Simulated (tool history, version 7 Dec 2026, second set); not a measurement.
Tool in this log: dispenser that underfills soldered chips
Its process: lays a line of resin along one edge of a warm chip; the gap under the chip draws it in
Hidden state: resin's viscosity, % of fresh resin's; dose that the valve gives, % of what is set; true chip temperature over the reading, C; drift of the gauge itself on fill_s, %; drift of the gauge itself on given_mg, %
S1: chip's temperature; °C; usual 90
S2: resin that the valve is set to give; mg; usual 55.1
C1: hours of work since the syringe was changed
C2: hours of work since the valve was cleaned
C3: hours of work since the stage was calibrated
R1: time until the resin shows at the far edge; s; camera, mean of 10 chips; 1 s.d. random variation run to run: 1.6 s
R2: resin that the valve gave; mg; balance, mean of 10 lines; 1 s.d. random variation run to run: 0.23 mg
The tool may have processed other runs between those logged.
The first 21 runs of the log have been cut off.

-- hour=175 new syringe of resin
run 22 hour=177.6 | S1=79 S2=47.7 | C1=2 C2=60 C3=58 | R1=235.3 R2=45.17
run 23 hour=185.9 | S1=98 S2=68.4 | C1=7 C2=65 C3=63 | R1=185.6 R2=64.57
-- hour=189.6 new syringe of resin
run 24 hour=194.1 | S1=98 S2=68.4 | C1=3 C2=69 C3=68 | R1=146.9 R2=64.89
run 25 hour=199.2 | S1=98 S2=68.4 | C1=6 C2=72 C3=71 | R1=181.2 R2=64.48
-- hour=204.1 new syringe of resin
run 26 hour=205.9 | S1=96 S2=71.2 | C1=1 C2=76 C3=75 | R1=141 R2=67.35
run 27 hour=215.7 | S1=95 S2=71.4 | C1=7 C2=82 C3=81 | R1=208.6 R2=66.96
-- hour=218.6 new syringe of resin
run 28 hour=221.9 | S1=91 S2=55.8 | C1=2 C2=86 C3=84 | R1=171.4 R2=51.79
run 29 hour=226.5 | S1=90 S2=54.7 | C1=5 C2=89 C3=87 | R1=206.9 R2=51.31
-- hour=232.6 new syringe of resin
run 30 hour=237.2 | S1=90 S2=54.7 | C1=3 C2=95 C3=93 | R1=183.6 R2=50.77
run 31 hour=242.9 | S1=99 S2=66.8 | C1=6 C2=98 C3=97 | R1=180.1 R2=61.95
-- hour=246.3 dispensing valve cleaned and set on the balance
-- hour=248.2 new syringe of resin
run 32 hour=251.5 | S1=99 S2=66.8 | C1=2 C2=3 C3=101 | R1=135.7 R2=66.7
-- hour=262.2 new syringe of resin
run 33 hour=262.2 | S1=100 S2=59.5 | C1=0 C2=9 C3=107 | R1=118.2 R2=59.37
run 34 hour=267.8 | S1=86 S2=51.6 | C1=3 C2=13 C3=111 | R1=212.9 R2=50.89
run 35 hour=272.5 | S1=86 S2=51.6 | C1=6 C2=16 C3=114 | R1=258.8 R2=51.43

Branching from run 35: 3 alternative next runs. What would each branch give?
-- hour=276.9 new syringe of resin
run A hour=281.1 | S1=94 S2=55.1 | C1=3 C2=21 C3=119 | R1=? R2=?
-- hour=276.9 new syringe of resin
run B hour=281.1 | S1=86 S2=50.5 | C1=3 C2=21 C3=119 | R1=? R2=?
-- hour=276.9 new syringe of resin
run C hour=281.1 | S1=86 S2=69.2 | C1=3 C2=21 C3=119 | R1=? R2=?

run=A R1=162.9 R2=54.38
run=B R1=199.8 R2=49.36
run=C R1=199.9 R2=68.04
Had the tool no hidden state, the same runs would have come out as:
run=A R1=138.5 R2=55.1
run=B R1=169.6 R2=50.02
run=C R1=170 R2=68.94
